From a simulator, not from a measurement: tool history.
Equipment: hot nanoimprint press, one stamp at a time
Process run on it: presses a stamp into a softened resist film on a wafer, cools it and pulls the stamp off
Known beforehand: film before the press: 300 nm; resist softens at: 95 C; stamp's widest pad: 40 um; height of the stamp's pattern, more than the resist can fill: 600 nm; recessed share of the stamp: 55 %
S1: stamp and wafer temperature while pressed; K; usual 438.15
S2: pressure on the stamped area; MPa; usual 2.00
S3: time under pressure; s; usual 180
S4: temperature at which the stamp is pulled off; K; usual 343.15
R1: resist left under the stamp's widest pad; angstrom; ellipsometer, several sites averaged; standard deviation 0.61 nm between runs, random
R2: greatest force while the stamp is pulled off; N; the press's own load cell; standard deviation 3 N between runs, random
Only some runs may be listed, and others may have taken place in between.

run   hour      S1    S2   S3      S4    R1   R2
  1    0.0  438.15  2.00  180  343.15  1510  142
  2   10.7  438.15  2.00  180  343.15  1506  135
  3   15.6  438.15  2.00  180  343.15  1499  140
  4   26.5  438.15  2.00  180  343.15  1496  137
  5   35.7  435.15  2.00  180  343.15  1651  140
  6   45.5  449.15  2.00  180  343.15  1114  141
  7   55.1  438.15  2.00  180  343.15  1508  141
  8   59.7  438.15  2.00  180  343.15  1518  136
  9   66.0  438.15  2.00  180  343.15  1499  141
 10   71.4  438.15  2.00  180  347.15  1501  132
 11   79.4  438.15  2.00  180  347.15  1510  131
 12   89.7  438.15  2.00  180  347.15  1512  127
 13   99.9  438.15  2.00  180  343.15  1520  138
 14  110.6  438.15  2.00  180  343.15  1509  139
 15  120.4  438.15  2.00  180  343.15  1513  140
 16  129.4  438.15  2.00  180  343.15  1518  138
 17  135.2  438.15  1.90  123  343.15  1776  144
 18  139.7  438.15  2.14  344  340.15  1151  147
 19  145.9  438.15  2.14  344  340.15  1144  148
 20  152.4  438.15  2.14  344  340.15  1141  147
 21  161.7  438.15  2.14  344  340.15  1156  146
 22  170.0  438.15  2.14  344  340.15  1142  148
 23  177.7  437.15  2.14  176  340.15  1538  148
 24  182.2  449.15  2.14  176  340.15  1096  148
 25  187.3  449.15  2.14  176  340.15  1093  154
 26  192.6  427.15  2.14  176  339.15  2010  147
 27  197.4  438.15  1.40  180  343.15  1751  144
     209.6  -- stamp cleaned and given a new release coat
 28  213.7  438.15  1.40  180  343.15  1749  135
 29  223.4  447.15  2.49  138  334.15  1200  162
 30  232.3  438.15  2.00  338  337.15  1203  152

3 options for the next run, each taken on its own from the tool as it stands now. Forecast them:
  A  241.1  427.15  2.57  180  328.15   ?   ?
  B  241.1  428.15  2.00  180  343.15   ?   ?
  C  241.1  438.15  2.08  180  343.15   ?   ?

run    R1   R2
  A  1897  177
  B  2013  139
  C  1511  138
The same runs, with their run-to-run variation unchanged, on a tool lacking any hidden condition would have given:
run    R1   R2
  A  1861  177
  B  1975  139
  C  1483  138
